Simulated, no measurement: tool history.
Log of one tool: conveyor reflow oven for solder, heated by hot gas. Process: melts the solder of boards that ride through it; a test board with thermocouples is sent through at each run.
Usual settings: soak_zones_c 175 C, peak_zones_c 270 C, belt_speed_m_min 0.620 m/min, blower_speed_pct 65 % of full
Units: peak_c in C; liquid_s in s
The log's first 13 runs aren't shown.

run   hour  soak_zones_c  peak_zones_c  belt_speed_m_min  blower_speed_pct  peak_c  liquid_s
 14  186.1           175           258             0.620                65   252.9      61.7
     200.7  -- belt drive overhauled, speed set with a stopwatch, once more
 15  205.3           175           270             0.620                65   263.6      66.3
     220.5  -- thermocouples of zones 6 and 7 changed
 16  224.0           175           270             0.620                67   259.7      64.3
 17  232.8           175           283             0.620                75   272.5      70.4
 18  242.4           175           283             0.620                50   266.1      67.4
 19  253.2           187           283             0.620                60   271.5      73.8
 20  266.9           187           283             0.620                60   271.8      73.6
 21  279.0           187           283             0.620                60   271.3      74.1
 22  292.9           175           270             0.620                58   257.9      63.2
 23  306.6           162           270             0.566                85   263.5      70.1
 24  322.3           162           270             0.522                85   265.0      78.0
 25  334.1           175           270             0.620                71   260.1      64.9
 26  342.6           177           282             0.519                71   275.5      86.4
 27  358.2           177           282             0.519                71   275.6      87.4

The next listed run, before its measurement:
 28  374.2           175           259             0.620                65       ?         ?

peak_c: 249.1 C
liquid_s: 58.1 s
Without the tool's hidden state the same run would have given peak_c 249.3 C, liquid_s 58.3 s.
